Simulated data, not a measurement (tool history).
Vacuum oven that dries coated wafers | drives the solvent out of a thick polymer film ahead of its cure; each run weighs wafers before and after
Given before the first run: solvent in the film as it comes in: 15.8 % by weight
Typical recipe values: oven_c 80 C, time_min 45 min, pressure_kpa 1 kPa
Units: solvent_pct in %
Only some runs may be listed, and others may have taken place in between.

| run | hour | oven_c | time_min | pressure_kpa | solvent_pct |
|---|---|---|---|---|---|
| 1 | 0 | 80 | 45 | 1 | 0.88 |
| 2 | 18.8 | 80 | 45 | 1 | 0.91 |
| 3 | 26.7 | 80 | 45 | 1 | 0.9 |
| 4 | 45.7 | 80 | 45 | 0.62 | 0.7 |
| 5 | 56.6 | 80 | 45 | 0.62 | 0.67 |
| 6 | 67.3 | 80 | 38 | 1 | 1.14 |
| 7 | 80 | 66 | 38 | 1 | 4.19 |
| 8 | 90.1 | 68 | 45 | 0.54 | 2.55 |
| 9 | 100 | 82 | 34 | 2.05 | 1.61 |
| 10 | 110.9 | 82 | 25 | 2.5 | 2.52 |
| 11 | 123.7 | 72 | 28 | 0.91 | 3.62 |
| 12 | 136.3 | 80 | 73 | 1.22 | 0.79 |
| 13 | 149.1 | 81 | 73 | 3.55 | 2.11 |

Branching from run 13: 4 alternative next runs. What would each branch give?
| A | 158.7 | 81 | 75 | 1.24 | ? |
| B | 158.7 | 77 | 57 | 1 | ? |
| C | 158.7 | 80 | 35 | 3.37 | ? |
| D | 158.7 | 80 | 45 | 0.51 | ? |

| run | solvent_pct |
|---|---|
| A | 0.75 |
| B | 0.91 |
| C | 2.65 |
| D | 0.59 |
Stripped of hidden state, with their random variation kept, the same runs would have yielded:
| run | solvent_pct |
|---|---|
| A | 0.82 |
| B | 1.08 |
| C | 3.01 |
| D | 0.75 |
